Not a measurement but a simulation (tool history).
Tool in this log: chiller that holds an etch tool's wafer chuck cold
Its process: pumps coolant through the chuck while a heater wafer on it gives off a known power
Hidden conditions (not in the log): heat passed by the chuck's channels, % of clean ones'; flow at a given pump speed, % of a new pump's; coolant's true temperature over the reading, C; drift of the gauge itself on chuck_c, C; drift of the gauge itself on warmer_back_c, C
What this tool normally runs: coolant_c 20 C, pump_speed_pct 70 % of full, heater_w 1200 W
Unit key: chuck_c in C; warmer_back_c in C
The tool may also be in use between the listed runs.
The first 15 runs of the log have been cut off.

| run | hour | coolant_c | pump_speed_pct | heater_w | hours since the coolant was changed and the channels were flushed | hours since the pump was overhauled | hours since the chiller's thermometer was calibrated | chuck_c | warmer_back_c |
|---|---|---|---|---|---|---|---|---|---|
| 16 | 370.1 | 20 | 70 | 820 | 2563 | 1679 | 3106 | 31.4 | 4.73 |
| 17 | 401.5 | 20 | 76 | 820 | 2594 | 1711 | 3137 | 30.7 | 4.33 |
| 18 | 424.0 | 22 | 83 | 1173 | 2617 | 1733 | 3160 | 36.4 | 5.65 |
| 19 | 444.6 | 22 | 83 | 1173 | 2637 | 1754 | 3180 | 36.3 | 5.63 |
| 20 | 468.0 | 22 | 83 | 1173 | 2661 | 1777 | 3204 | 36.4 | 5.59 |
| 21 | 501.2 | 20 | 83 | 1200 | 2694 | 1811 | 3237 | 34.6 | 5.73 |
| 22 | 531.8 | 11 | 61 | 750 | 2725 | 1841 | 3267 | 22.7 | 5.05 |
|  | 535.1 | chiller's thermometer calibrated |
| 23 | 555.4 | 17 | 70 | 630 | 2747 | 1864 | 20 | 25.5 | 3.64 |
| 24 | 590.0 | 17 | 70 | 630 | 2782 | 1898 | 55 | 25.5 | 3.67 |
| 25 | 624.3 | 24 | 62 | 1362 | 2816 | 1933 | 89 | 44.1 | 9.07 |
| 26 | 661.4 | 24 | 89 | 1038 | 2853 | 1970 | 126 | 35.8 | 4.60 |
| 27 | 680.0 | 22 | 60 | 777 | 2872 | 1988 | 145 | 33.8 | 5.39 |
| 28 | 707.7 | 13 | 76 | 1287 | 2900 | 2016 | 173 | 29.6 | 6.83 |
| 29 | 742.1 | 16 | 98 | 614 | 2934 | 2051 | 207 | 22.5 | 2.46 |
| 30 | 770.0 | 20 | 77 | 867 | 2962 | 2078 | 235 | 31.1 | 4.56 |
| 31 | 807.3 | 20 | 70 | 821 | 2999 | 2116 | 272 | 31.3 | 4.81 |

5 options for the next run, each taken on its own from the tool as it stands now. Forecast them:
| A | 833.3 | 15 | 70 | 997 | 3025 | 2142 | 298 | ? | ? |
| B | 833.3 | 27 | 97 | 1200 | 3025 | 2142 | 298 | ? | ? |
| C | 833.3 | 12 | 70 | 971 | 3025 | 2142 | 298 | ? | ? |
| D | 833.3 | 10 | 83 | 643 | 3025 | 2142 | 298 | ? | ? |
| E | 833.3 | 20 | 69 | 821 | 3025 | 2142 | 298 | ? | ? |

| run | chuck_c | warmer_back_c |
|---|---|---|
| A | 28.7 | 5.78 |
| B | 39.9 | 4.87 |
| C | 25.4 | 5.75 |
| D | 17.8 | 3.09 |
| E | 31.4 | 4.95 |
Without the tool's hidden state the same runs would have given:
| run | chuck_c | warmer_back_c |
|---|---|---|
| A | 27.0 | 5.31 |
| B | 38.3 | 4.47 |
| C | 23.7 | 5.28 |
| D | 16.8 | 2.84 |
| E | 29.9 | 4.55 |
